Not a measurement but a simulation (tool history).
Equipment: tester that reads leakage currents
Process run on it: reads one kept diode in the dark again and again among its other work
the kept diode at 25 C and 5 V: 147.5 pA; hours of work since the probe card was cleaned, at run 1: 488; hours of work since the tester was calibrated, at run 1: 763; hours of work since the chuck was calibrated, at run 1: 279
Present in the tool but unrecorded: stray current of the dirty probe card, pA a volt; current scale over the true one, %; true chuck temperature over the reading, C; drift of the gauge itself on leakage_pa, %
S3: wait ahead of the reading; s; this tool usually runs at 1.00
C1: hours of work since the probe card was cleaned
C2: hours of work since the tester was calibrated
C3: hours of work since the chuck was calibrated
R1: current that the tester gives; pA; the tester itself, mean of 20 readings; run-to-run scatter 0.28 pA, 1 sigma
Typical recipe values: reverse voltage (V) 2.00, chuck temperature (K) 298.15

run 1 hour=0.0 | reverse_voltage_(V)=2.00 chuck_temperature_(K)=298.15 S3=1.00 | C1=488 C2=763 C3=279 | R1=96.45
run 2 hour=65.0 | reverse_voltage_(V)=1.85 chuck_temperature_(K)=298.15 S3=1.00 | C1=523 C2=798 C3=314 | R1=92.73
run 3 hour=127.2 | reverse_voltage_(V)=2.00 chuck_temperature_(K)=298.15 S3=1.00 | C1=557 C2=831 C3=348 | R1=97.45
run 4 hour=189.3 | reverse_voltage_(V)=2.00 chuck_temperature_(K)=298.15 S3=1.00 | C1=590 C2=865 C3=381 | R1=97.53
run 5 hour=258.8 | reverse_voltage_(V)=2.00 chuck_temperature_(K)=298.15 S3=1.00 | C1=628 C2=902 C3=418 | R1=98.21
run 6 hour=317.8 | reverse_voltage_(V)=2.00 chuck_temperature_(K)=298.15 S3=1.00 | C1=659 C2=934 C3=450 | R1=98.89
run 7 hour=391.4 | reverse_voltage_(V)=2.00 chuck_temperature_(K)=298.15 S3=1.00 | C1=699 C2=974 C3=490 | R1=98.96
run 8 hour=460.1 | reverse_voltage_(V)=2.00 chuck_temperature_(K)=298.15 S3=1.00 | C1=736 C2=1011 C3=527 | R1=99.80
run 9 hour=545.4 | reverse_voltage_(V)=2.00 chuck_temperature_(K)=298.15 S3=1.00 | C1=782 C2=1057 C3=573 | R1=100.14
run 10 hour=628.9 | reverse_voltage_(V)=2.00 chuck_temperature_(K)=298.15 S3=1.00 | C1=827 C2=1102 C3=618 | R1=100.36
run 11 hour=710.2 | reverse_voltage_(V)=2.00 chuck_temperature_(K)=298.15 S3=1.00 | C1=871 C2=1145 C3=662 | R1=101.26
run 12 hour=762.3 | reverse_voltage_(V)=2.00 chuck_temperature_(K)=298.15 S3=1.00 | C1=899 C2=1173 C3=690 | R1=102.17
-- hour=771.5 chuck's temperature calibrated
run 13 hour=840.7 | reverse_voltage_(V)=2.00 chuck_temperature_(K)=298.15 S3=1.00 | C1=940 C2=1215 C3=37 | R1=96.50
run 14 hour=901.0 | reverse_voltage_(V)=3.84 chuck_temperature_(K)=298.15 S3=1.00 | C1=972 C2=1247 C3=70 | R1=138.82
run 15 hour=991.4 | reverse_voltage_(V)=2.00 chuck_temperature_(K)=298.15 S3=1.00 | C1=1021 C2=1296 C3=118 | R1=97.83
run 16 hour=1082.2 | reverse_voltage_(V)=2.00 chuck_temperature_(K)=298.15 S3=1.00 | C1=1070 C2=1345 C3=167 | R1=98.57
run 17 hour=1123.3 | reverse_voltage_(V)=4.40 chuck_temperature_(K)=326.15 S3=0.35 | C1=1092 C2=1367 C3=190 | R1=1568.28
run 18 hour=1174.3 | reverse_voltage_(V)=19.70 chuck_temperature_(K)=326.15 S3=0.35 | C1=1120 C2=1394 C3=217 | R1=3512.50
run 19 hour=1258.1 | reverse_voltage_(V)=1.07 chuck_temperature_(K)=298.15 S3=0.77 | C1=1165 C2=1440 C3=262 | R1=70.64
run 20 hour=1343.7 | reverse_voltage_(V)=4.76 chuck_temperature_(K)=298.15 S3=1.00 | C1=1211 C2=1486 C3=308 | R1=162.06
run 21 hour=1387.1 | reverse_voltage_(V)=6.72 chuck_temperature_(K)=308.15 S3=0.81 | C1=1234 C2=1509 C3=332 | R1=462.10
run 22 hour=1453.4 | reverse_voltage_(V)=4.78 chuck_temperature_(K)=308.15 S3=0.48 | C1=1270 C2=1545 C3=367 | R1=387.79
run 23 hour=1490.8 | reverse_voltage_(V)=5.50 chuck_temperature_(K)=315.15 S3=7.95 | C1=1290 C2=1565 C3=388 | R1=748.52
-- hour=1561.4 probe card cleaned and baked
run 24 hour=1574.6 | reverse_voltage_(V)=5.50 chuck_temperature_(K)=305.15 S3=3.83 | C1=7 C2=1608 C3=431 | R1=309.30
run 25 hour=1664.3 | reverse_voltage_(V)=5.50 chuck_temperature_(K)=305.15 S3=3.83 | C1=55 C2=1657 C3=479 | R1=310.31
run 26 hour=1709.5 | reverse_voltage_(V)=2.00 chuck_temperature_(K)=320.15 S3=8.54 | C1=80 C2=1681 C3=504 | R1=654.15
run 27 hour=1791.1 | reverse_voltage_(V)=2.00 chuck_temperature_(K)=320.15 S3=8.54 | C1=124 C2=1725 C3=548 | R1=658.15
run 28 hour=1857.9 | reverse_voltage_(V)=2.00 chuck_temperature_(K)=316.15 S3=1.00 | C1=160 C2=1761 C3=584 | R1=473.47
run 29 hour=1939.1 | reverse_voltage_(V)=1.89 chuck_temperature_(K)=316.15 S3=2.06 | C1=204 C2=1805 C3=627 | R1=465.30
run 30 hour=1998.3 | reverse_voltage_(V)=1.11 chuck_temperature_(K)=301.15 S3=1.00 | C1=235 C2=1837 C3=659 | R1=95.08
run 31 hour=2036.5 | reverse_voltage_(V)=15.52 chuck_temperature_(K)=305.15 S3=1.08 | C1=256 C2=1857 C3=680 | R1=555.13
-- hour=2066.5 chuck's temperature calibrated
run 32 hour=2090.6 | reverse_voltage_(V)=2.00 chuck_temperature_(K)=300.15 S3=1.10 | C1=284 C2=1885 C3=13 | R1=114.06

What differs in the tool's unlogged condition from the final listed run ahead of each entry between runs to the first listed run following it?
After run 12, before run 13: chuck's temperature calibrated (hour 771.5)
  stray current of the dirty probe card, pA a volt: 1.879 -> 1.963; current scale over the true one, %: 1.26 -> 1.3; true chuck temperature over the reading, C: 0.58 -> -0.02
  measured value less the no-hidden-state value, R1: +10.15 -> +4.93 pA
After run 23, before run 24: probe card cleaned and baked (hour 1561.4)
  stray current of the dirty probe card, pA a volt: 2.653 -> 0.039; current scale over the true one, %: 1.62 -> 1.66; true chuck temperature over the reading, C: 0.28 -> 0.31
  measured value less the no-hidden-state value, R1: +42.99 -> +13.54 pA
After run 31, before run 32: chuck's temperature calibrated (hour 2066.5)
  stray current of the dirty probe card, pA a volt: 0.531 -> 0.586; current scale over the true one, %: 1.89 -> 1.92; true chuck temperature over the reading, C: 0.52 -> 0.02
  measured value less the no-hidden-state value, R1: +42.47 -> +3.45 pA
